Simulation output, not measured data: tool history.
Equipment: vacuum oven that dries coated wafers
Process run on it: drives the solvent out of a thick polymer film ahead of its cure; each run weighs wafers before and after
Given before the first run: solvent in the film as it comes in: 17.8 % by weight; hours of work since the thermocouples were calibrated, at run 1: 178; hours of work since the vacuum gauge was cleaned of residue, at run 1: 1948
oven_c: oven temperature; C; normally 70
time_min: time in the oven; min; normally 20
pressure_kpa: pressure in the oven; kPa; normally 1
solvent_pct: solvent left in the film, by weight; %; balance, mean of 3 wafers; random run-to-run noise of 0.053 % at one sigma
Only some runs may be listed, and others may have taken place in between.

run     day  oven_c  time_min  pressure_kpa  hours of work since the thermocouples were calibrated  hours of work since the vacuum gauge was cleaned of residue  solvent_pct
  1       0      70        20             1                                                    178                                                         1948         2.39
  2   3.867      70        20             1                                                    243                                                         2013         2.35
  3   7.946      81        20             1                                                    313                                                         2083         1.09
  4  11.512      81        20             1                                                    373                                                         2143         1.03
  5  13.567      70        20             1                                                    408                                                         2178         2.31
  6  16.183      70        20          1.81                                                    453                                                         2223         3.11
  7  18.617      70        20          1.81                                                    494                                                         2264          3.2
  8  21.892      70        20             1                                                    550                                                         2320          2.5
     26.079  -- oven's thermocouples calibrated
  9  26.408      70        20             1                                                      6                                                         2395         2.66
 10  29.575      70        20             1                                                     59                                                         2449         2.66
 11  32.946      70        20             1                                                    117                                                         2506         2.64
 12  35.112      70        20             1                                                    153                                                         2543         2.66
 13  38.558      70        20             1                                                    212                                                         2601         2.67
     41.888  -- oven's thermocouples calibrated, once more
 14  42.346      70        20             1                                                      8                                                         2664         2.58
 15  46.779      70        20             1                                                     83                                                         2740         2.66
 16  49.238      70        20             1                                                    125                                                         2781         2.41
 17  52.229      70        20          3.28                                                    176                                                         2832         4.58
 18   57.05      67        20             1                                                    258                                                         2914         3.31
 19  60.712      79        20          1.59                                                    320                                                         2976         1.74
 20  62.717      70        26          1.01                                                    354                                                         3010         2.14

Run 21 comes next. What will it give?
 21  67.125      70        35             1                                                    429                                                         3085            ?

solvent_pct: 2 %
Were there no unlogged condition in the tool, this run, its random variation unchanged, would have produced solvent_pct 1.01 %.
